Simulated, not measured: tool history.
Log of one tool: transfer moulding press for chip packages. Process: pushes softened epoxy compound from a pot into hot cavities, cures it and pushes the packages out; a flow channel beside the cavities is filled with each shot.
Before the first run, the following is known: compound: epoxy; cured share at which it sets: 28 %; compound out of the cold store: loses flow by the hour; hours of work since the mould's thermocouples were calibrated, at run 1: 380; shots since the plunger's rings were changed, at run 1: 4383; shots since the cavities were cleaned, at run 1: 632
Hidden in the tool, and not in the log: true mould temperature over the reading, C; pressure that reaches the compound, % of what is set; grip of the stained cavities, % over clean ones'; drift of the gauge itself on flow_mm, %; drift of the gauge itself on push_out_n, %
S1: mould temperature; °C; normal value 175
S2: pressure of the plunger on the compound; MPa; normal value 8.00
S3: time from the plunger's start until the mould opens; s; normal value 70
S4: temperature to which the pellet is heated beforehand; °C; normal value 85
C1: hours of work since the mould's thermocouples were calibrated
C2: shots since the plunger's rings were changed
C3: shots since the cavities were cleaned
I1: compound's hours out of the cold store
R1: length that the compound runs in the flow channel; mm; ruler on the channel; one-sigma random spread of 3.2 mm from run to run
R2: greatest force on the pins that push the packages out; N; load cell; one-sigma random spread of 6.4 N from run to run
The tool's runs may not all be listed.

run 1 hour=0.0 | S1=175 S2=8.00 S3=70 S4=85 | C1=380 C2=4383 C3=632 | I1=9.2 | R1=693 R2=249
run 2 hour=16.9 | S1=175 S2=8.00 S3=70 S4=85 | C1=387 C2=4585 C3=834 | I1=28.3 | R1=635 R2=240
run 3 hour=28.4 | S1=175 S2=8.00 S3=70 S4=85 | C1=392 C2=4723 C3=972 | I1=18.1 | R1=665 R2=244
-- hour=33.4 cavities cleaned with cleaning compound and waxed
run 4 hour=49.5 | S1=175 S2=8.00 S3=70 S4=85 | C1=401 C2=4957 C3=192 | I1=40.0 | R1=611 R2=247
run 5 hour=69.5 | S1=175 S2=8.00 S3=70 S4=85 | C1=410 C2=5196 C3=431 | I1=17.7 | R1=664 R2=253
run 6 hour=85.1 | S1=175 S2=8.00 S3=70 S4=85 | C1=417 C2=5383 C3=618 | I1=14.7 | R1=667 R2=260
run 7 hour=102.8 | S1=175 S2=8.00 S3=70 S4=85 | C1=425 C2=5595 C3=830 | I1=22.6 | R1=650 R2=245
-- hour=119.4 cavities cleaned with cleaning compound and waxed
run 8 hour=129.8 | S1=175 S2=8.00 S3=70 S4=85 | C1=436 C2=5899 C3=124 | I1=47.2 | R1=590 R2=233
-- hour=139.5 plunger's sealing rings changed
run 9 hour=143.5 | S1=175 S2=8.00 S3=70 S4=85 | C1=441 C2=48 C3=258 | I1=40.3 | R1=605 R2=233
run 10 hour=158.7 | S1=175 S2=8.00 S3=70 S4=85 | C1=447 C2=230 C3=440 | I1=32.1 | R1=632 R2=240
run 11 hour=176.2 | S1=175 S2=8.00 S3=70 S4=85 | C1=455 C2=439 C3=649 | I1=17.9 | R1=663 R2=247
run 12 hour=189.8 | S1=175 S2=8.00 S3=70 S4=83 | C1=461 C2=602 C3=812 | I1=46.5 | R1=597 R2=237
run 13 hour=204.4 | S1=175 S2=8.00 S3=70 S4=83 | C1=468 C2=777 C3=987 | I1=30.5 | R1=628 R2=249
-- hour=208.3 cavities cleaned with cleaning compound and waxed
run 14 hour=227.0 | S1=175 S2=8.00 S3=70 S4=83 | C1=477 C2=1029 C3=224 | I1=32.2 | R1=632 R2=228
run 15 hour=244.2 | S1=175 S2=8.00 S3=70 S4=83 | C1=484 C2=1234 C3=429 | I1=20.1 | R1=660 R2=249
run 16 hour=259.8 | S1=175 S2=8.00 S3=70 S4=90 | C1=491 C2=1422 C3=617 | I1=40.9 | R1=603 R2=236
run 17 hour=272.6 | S1=175 S2=8.00 S3=70 S4=90 | C1=497 C2=1574 C3=769 | I1=44.6 | R1=596 R2=229
run 18 hour=291.7 | S1=178 S2=8.00 S3=70 S4=86 | C1=505 C2=1803 C3=998 | I1=38.4 | R1=607 R2=198
-- hour=294.6 cavities cleaned with cleaning compound and waxed
run 19 hour=306.1 | S1=178 S2=7.69 S3=70 S4=88 | C1=511 C2=1957 C3=137 | I1=23.2 | R1=627 R2=203

How the hidden state differs across the entries between the runs, from the last listed run before each to the first after it:
Between runs 3 and 4: cavities cleaned with cleaning compound and waxed (hour 33.4)
  pressure that reaches the compound, % of what is set: 99.91 -> 99.9; grip of the stained cavities, % over clean ones': 0.8 -> 0.3
Between runs 7 and 8: cavities cleaned with cleaning compound and waxed (hour 119.4)
  pressure that reaches the compound, % of what is set: 99.89 -> 99.88; grip of the stained cavities, % over clean ones': 0.7 -> 0.2
Between runs 8 and 9: plunger's sealing rings changed (hour 139.5)
  pressure that reaches the compound, % of what is set: 99.88 -> 100; grip of the stained cavities, % over clean ones': 0.2 -> 0.3
Between runs 13 and 14: cavities cleaned with cleaning compound and waxed (hour 208.3)
  grip of the stained cavities, % over clean ones': 0.8 -> 0.3
Between runs 18 and 19: cavities cleaned with cleaning compound and waxed (hour 294.6)
  grip of the stained cavities, % over clean ones': 0.8 -> 0.2

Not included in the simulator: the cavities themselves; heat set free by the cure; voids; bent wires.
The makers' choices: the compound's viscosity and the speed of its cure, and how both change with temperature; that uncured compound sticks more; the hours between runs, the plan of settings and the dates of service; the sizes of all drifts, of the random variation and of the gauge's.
